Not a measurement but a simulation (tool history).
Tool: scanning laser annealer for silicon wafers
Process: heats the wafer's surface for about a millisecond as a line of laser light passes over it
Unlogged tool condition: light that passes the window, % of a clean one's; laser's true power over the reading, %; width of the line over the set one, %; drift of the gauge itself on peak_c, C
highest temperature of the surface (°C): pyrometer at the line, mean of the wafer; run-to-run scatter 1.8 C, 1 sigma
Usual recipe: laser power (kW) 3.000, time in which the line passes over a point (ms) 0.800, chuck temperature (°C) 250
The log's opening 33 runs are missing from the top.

| run | hour | laser power (kW) | time in which the line passes over a point (ms) | chuck temperature (°C) | hours of work since the window was cleaned | hours of work since the power meter was calibrated | hours of work since the optics were aligned | highest temperature of the surface (°C) |
|---|---|---|---|---|---|---|---|---|
| 34 | 1100.0 | 3.032 | 0.799 | 250 | 440 | 1297 | 1148 | 987 |
| 35 | 1137.6 | 2.785 | 0.565 | 240 | 459 | 1316 | 1167 | 787 |
| 36 | 1156.1 | 2.817 | 0.577 | 234 | 468 | 1325 | 1177 | 793 |
| 37 | 1187.4 | 2.731 | 0.563 | 280 | 484 | 1341 | 1193 | 814 |
| 38 | 1232.4 | 2.930 | 0.800 | 231 | 507 | 1364 | 1215 | 935 |
| 39 | 1259.9 | 2.832 | 0.681 | 231 | 521 | 1378 | 1229 | 848 |
| 40 | 1302.3 | 3.000 | 0.800 | 272 | 542 | 1399 | 1251 | 1000 |
| 41 | 1329.8 | 3.000 | 0.800 | 272 | 556 | 1413 | 1265 | 997 |
| 42 | 1360.5 | 2.682 | 0.771 | 226 | 572 | 1429 | 1280 | 844 |

Forecast each of these 3 alternatives for the next run:
| A | 1400.6 | 2.682 | 0.771 | 217 | 592 | 1449 | 1301 | ? |
| B | 1400.6 | 2.995 | 0.800 | 274 | 592 | 1449 | 1301 | ? |
| C | 1400.6 | 3.087 | 0.800 | 250 | 592 | 1449 | 1301 | ? |

| run | highest temperature of the surface (°C) |
|---|---|
| A | 831 |
| B | 996 |
| C | 1003 |
Without the tool's unlogged condition, the same runs would have read:
| run | highest temperature of the surface (°C) |
|---|---|
| A | 831 |
| B | 996 |
| C | 1003 |
